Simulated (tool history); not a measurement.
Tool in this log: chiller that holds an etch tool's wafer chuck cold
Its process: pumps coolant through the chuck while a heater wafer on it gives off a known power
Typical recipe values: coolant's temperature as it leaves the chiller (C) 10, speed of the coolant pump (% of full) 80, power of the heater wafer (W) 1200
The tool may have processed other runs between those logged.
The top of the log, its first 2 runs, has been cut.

run   hour  coolant's temperature as it leaves the chiller (C)  speed of the coolant pump (% of full)  power of the heater wafer (W)  hours since the coolant was changed and the channels were flushed  hours since the pump was overhauled  hours since the chiller's thermometer was calibrated  chuck's temperature once it has settled (K)  how much warmer the coolant comes back (C)
  3   50.0                                                  10                                     80                           1200                                                                828                                  975                                                   905                                       293.95                                        3.60
  4   84.6                                                   6                                     80                           1200                                                                862                                 1010                                                   940                                       290.15                                        3.65
  5  104.5                                                   6                                     80                           1200                                                                882                                 1029                                                   960                                       289.95                                        3.69
  6  145.7                                                  10                                     80                           1200                                                                923                                 1071                                                  1001                                       294.15                                        3.64
  7  173.0                                                  10                                     80                           1200                                                                951                                 1098                                                  1028                                       294.05                                        3.70
  8  208.0                                                  10                                     80                           1200                                                                986                                 1133                                                  1063                                       294.15                                        3.66
  9  242.3                                                  10                                     80                           1200                                                               1020                                 1167                                                  1098                                       293.95                                        3.66
 10  277.0                                                  10                                     80                           1200                                                               1055                                 1202                                                  1132                                       294.15                                        3.66
 11  316.5                                                  10                                     80                           1200                                                               1094                                 1242                                                  1172                                       294.25                                        3.62
 12  351.6                                                  10                                     80                           1200                                                               1129                                 1277                                                  1207                                       294.35                                        3.71
 13  380.8                                                  10                                     80                           1200                                                               1158                                 1306                                                  1236                                       294.15                                        3.68
 14  422.0                                                  10                                     82                           1200                                                               1200                                 1347                                                  1277                                       294.05                                        3.65
 15  448.5                                                  10                                     82                           1200                                                               1226                                 1374                                                  1304                                       293.95                                        3.49
 16  486.2                                                  10                                     80                           1200                                                               1264                                 1411                                                  1341                                       294.15                                        3.66
 17  514.7                                                   4                                     80                           1401                                                               1292                                 1440                                                  1370                                       290.15                                        4.29

What does the tool deliver on the next run?
 18  539.5                                                   4                                     80                           1401                                                               1317                                 1465                                                  1395                                            ?                                           ?

chuck's temperature once it has settled (K): 290.05
how much warmer the coolant comes back (C): 4.33
Without the tool's hidden state the same run would have given chuck's temperature once it has settled (K) 289.45, how much warmer the coolant comes back (C) 4.27.

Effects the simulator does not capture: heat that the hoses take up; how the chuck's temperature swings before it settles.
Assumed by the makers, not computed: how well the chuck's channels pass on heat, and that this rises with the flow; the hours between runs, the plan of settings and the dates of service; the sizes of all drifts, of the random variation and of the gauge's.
